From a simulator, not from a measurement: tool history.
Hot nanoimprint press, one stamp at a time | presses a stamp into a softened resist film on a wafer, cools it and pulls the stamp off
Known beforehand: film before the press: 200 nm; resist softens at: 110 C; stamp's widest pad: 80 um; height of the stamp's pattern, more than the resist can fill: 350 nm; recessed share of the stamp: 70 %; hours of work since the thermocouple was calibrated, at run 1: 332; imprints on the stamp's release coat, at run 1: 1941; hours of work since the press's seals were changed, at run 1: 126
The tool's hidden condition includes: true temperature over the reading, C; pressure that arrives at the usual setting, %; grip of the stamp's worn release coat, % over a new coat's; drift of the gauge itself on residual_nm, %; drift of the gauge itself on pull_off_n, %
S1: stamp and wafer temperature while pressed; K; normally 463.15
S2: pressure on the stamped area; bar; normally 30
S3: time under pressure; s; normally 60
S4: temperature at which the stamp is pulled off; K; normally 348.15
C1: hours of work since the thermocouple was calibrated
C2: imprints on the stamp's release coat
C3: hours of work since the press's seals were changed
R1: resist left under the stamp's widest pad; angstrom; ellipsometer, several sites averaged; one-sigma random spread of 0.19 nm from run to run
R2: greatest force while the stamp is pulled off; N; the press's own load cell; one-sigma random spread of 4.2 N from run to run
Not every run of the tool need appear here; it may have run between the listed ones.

run 1 day=0 | S1=463.15 S2=30 S3=60 S4=348.15 | C1=332 C2=1941 C3=126 | R1=1195 R2=213
-- day=0.704 stamp cleaned and given a new release coat
run 2 day=1.5 | S1=463.15 S2=30 S3=60 S4=348.15 | C1=350 C2=57 C3=143 | R1=1195 R2=195
run 3 day=2.192 | S1=463.15 S2=30 S3=60 S4=348.15 | C1=359 C2=106 C3=153 | R1=1197 R2=205
run 4 day=3.225 | S1=463.15 S2=30 S3=60 S4=348.15 | C1=374 C2=179 C3=167 | R1=1194 R2=207
run 5 day=3.817 | S1=463.15 S2=30 S3=60 S4=348.15 | C1=382 C2=221 C3=175 | R1=1197 R2=204
run 6 day=4.842 | S1=463.15 S2=30 S3=60 S4=348.15 | C1=396 C2=294 C3=190 | R1=1193 R2=207
run 7 day=5.85 | S1=463.15 S2=30 S3=60 S4=348.15 | C1=410 C2=365 C3=204 | R1=1195 R2=205
run 8 day=6.475 | S1=472.15 S2=30 S3=60 S4=348.15 | C1=419 C2=410 C3=212 | R1=919 R2=206
run 9 day=7.092 | S1=472.15 S2=30 S3=60 S4=348.15 | C1=427 C2=453 C3=221 | R1=918 R2=201
-- day=7.271 plate thermocouple calibrated
run 10 day=8.096 | S1=463.15 S2=30 S3=55 S4=353.15 | C1=11 C2=516 C3=233 | R1=1225 R2=175
run 11 day=8.871 | S1=463.15 S2=30 S3=118 S4=337.15 | C1=22 C2=571 C3=244 | R1=960 R2=260
run 12 day=9.446 | S1=460.15 S2=32.7 S3=82 S4=339.15 | C1=30 C2=612 C3=252 | R1=1144 R2=253
run 13 day=10.333 | S1=462.15 S2=34 S3=82 S4=339.15 | C1=43 C2=675 C3=264 | R1=1060 R2=252
run 14 day=11.325 | S1=463.15 S2=25.9 S3=63 S4=335.15 | C1=56 C2=745 C3=278 | R1=1247 R2=276
run 15 day=12.062 | S1=467.15 S2=42.7 S3=55 S4=348.15 | C1=67 C2=797 C3=288 | R1=925 R2=203

Describe how what the log doesn't record of the tool's condition differs between the last listed run preceding each entry between runs and the first listed run following it.
Run 1 -> run 2: stamp cleaned and given a new release coat (day 0.704)
  grip of the stamp's worn release coat, % over a new coat's: 0.6 -> 0; drift of the gauge itself on residual_nm, %: 0 -> -0.07
  measured value less the no-hidden-state value, R1: +0 -> -1 angstrom
Run 9 -> run 10: plate thermocouple calibrated (day 7.271)
  true temperature over the reading, C: 0.01 -> 0; grip of the stamp's worn release coat, % over a new coat's: 0.1 -> 0.2; drift of the gauge itself on residual_nm, %: -0.39 -> -0.44
  measured value less the no-hidden-state value, R1: -4 -> -6 angstrom
